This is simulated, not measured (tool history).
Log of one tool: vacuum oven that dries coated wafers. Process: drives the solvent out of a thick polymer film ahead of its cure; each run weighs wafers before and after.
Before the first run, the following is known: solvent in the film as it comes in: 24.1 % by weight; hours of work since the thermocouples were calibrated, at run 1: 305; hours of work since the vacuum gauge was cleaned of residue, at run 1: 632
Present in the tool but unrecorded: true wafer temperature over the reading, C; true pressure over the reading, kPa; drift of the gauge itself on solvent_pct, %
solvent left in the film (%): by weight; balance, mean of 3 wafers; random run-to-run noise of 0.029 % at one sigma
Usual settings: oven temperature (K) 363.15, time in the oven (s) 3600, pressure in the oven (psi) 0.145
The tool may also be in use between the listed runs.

| run | hour | oven temperature (K) | time in the oven (s) | pressure in the oven (psi) | hours of work since the thermocouples were calibrated | hours of work since the vacuum gauge was cleaned of residue | solvent left in the film (%) |
|---|---|---|---|---|---|---|---|
| 1 | 0.0 | 363.15 | 3600 | 0.145 | 305 | 632 | 1.68 |
| 2 | 27.1 | 363.15 | 3600 | 0.145 | 318 | 646 | 1.69 |
| 3 | 58.6 | 363.15 | 3600 | 0.505 | 334 | 662 | 2.86 |
| 4 | 76.0 | 363.15 | 3600 | 0.505 | 343 | 670 | 2.83 |
| 5 | 94.8 | 363.15 | 3600 | 0.505 | 352 | 680 | 2.85 |
| 6 | 112.9 | 363.15 | 3480 | 0.145 | 361 | 689 | 1.81 |
| 7 | 138.3 | 363.15 | 3600 | 0.145 | 374 | 702 | 1.73 |
| 8 | 166.6 | 363.15 | 3600 | 0.145 | 388 | 716 | 1.71 |
| 9 | 191.0 | 363.15 | 3600 | 0.145 | 400 | 728 | 1.68 |
| 10 | 223.4 | 363.15 | 3600 | 0.145 | 416 | 744 | 1.69 |
| 11 | 241.0 | 363.15 | 3600 | 0.145 | 425 | 753 | 1.68 |
| 12 | 273.4 | 357.15 | 3600 | 0.145 | 441 | 769 | 3.86 |
| 13 | 288.1 | 357.15 | 3600 | 0.145 | 448 | 776 | 3.87 |
| 14 | 320.7 | 357.15 | 3600 | 0.145 | 465 | 793 | 3.89 |
| 15 | 354.4 | 357.15 | 3600 | 0.145 | 482 | 809 | 3.94 |
| 16 | 381.5 | 363.15 | 3600 | 0.145 | 495 | 823 | 1.67 |
| 17 | 414.9 | 363.15 | 3600 | 0.145 | 512 | 840 | 1.63 |
| 18 | 437.6 | 363.15 | 3600 | 0.145 | 523 | 851 | 1.70 |
| 19 | 454.7 | 363.15 | 3600 | 0.145 | 532 | 860 | 1.67 |
| 20 | 475.6 | 361.15 | 3600 | 0.145 | 542 | 870 | 2.22 |
| 21 | 495.8 | 361.15 | 3600 | 0.145 | 552 | 880 | 2.25 |
| 22 | 521.3 | 361.15 | 3600 | 0.145 | 565 | 893 | 2.28 |
| 23 | 554.6 | 361.15 | 3600 | 0.126 | 581 | 909 | 2.18 |
| 24 | 573.5 | 363.15 | 3600 | 0.145 | 591 | 919 | 1.62 |
| 25 | 591.4 | 369.15 | 5640 | 0.234 | 600 | 928 | 0.75 |
| 26 | 612.2 | 363.15 | 4860 | 0.574 | 610 | 938 | 2.41 |
| 27 | 645.3 | 363.15 | 2700 | 0.145 | 627 | 955 | 2.85 |
| 28 | 673.1 | 363.15 | 2700 | 0.145 | 641 | 969 | 2.88 |
| 29 | 694.4 | 363.15 | 2700 | 0.145 | 651 | 979 | 2.87 |
| 30 | 710.0 | 351.15 | 3420 | 0.184 | 659 | 987 | 7.56 |
| 31 | 725.3 | 351.15 | 3420 | 0.184 | 667 | 995 | 7.61 |
| 32 | 743.9 | 351.15 | 3420 | 0.184 | 676 | 1004 | 7.60 |
| 33 | 774.6 | 360.15 | 4500 | 0.270 | 691 | 1019 | 2.23 |
| 34 | 800.7 | 363.15 | 3900 | 0.307 | 704 | 1032 | 1.99 |
| 35 | 818.2 | 363.15 | 5520 | 0.258 | 713 | 1041 | 1.12 |
| 36 | 835.7 | 363.15 | 5520 | 0.258 | 722 | 1050 | 1.13 |
| 37 | 851.8 | 363.15 | 5520 | 0.258 | 730 | 1058 | 1.19 |
| 38 | 871.5 | 362.15 | 3600 | 0.087 | 740 | 1068 | 1.76 |
| 39 | 905.8 | 369.15 | 6300 | 0.145 | 757 | 1085 | 0.43 |
|  | 930.0 | vacuum gauge cleaned of residue and calibrated |
| 40 | 940.5 | 368.15 | 3300 | 0.145 | 773 | 5 | 0.89 |
| 41 | 955.1 | 368.15 | 3300 | 0.145 | 781 | 13 | 0.87 |
| 42 | 980.3 | 368.15 | 3300 | 0.145 | 793 | 25 | 0.89 |
| 43 | 997.0 | 368.15 | 3300 | 0.145 | 802 | 33 | 0.93 |
| 44 | 1017.5 | 355.15 | 3300 | 0.451 | 812 | 44 | 6.67 |
| 45 | 1031.3 | 351.15 | 3360 | 0.277 | 819 | 51 | 8.01 |
| 46 | 1063.4 | 375.15 | 5160 | 0.553 | 835 | 67 | 1.24 |
| 47 | 1085.9 | 375.15 | 5160 | 0.553 | 846 | 78 | 1.26 |

Take each entry between the runs: how does the hidden state at the last listed run before it differ from the hidden state at the first listed run after it?
After run 39, before run 40: vacuum gauge cleaned of residue and calibrated (hour 930.0)
  true pressure over the reading, kPa: 0.007 -> -0.001
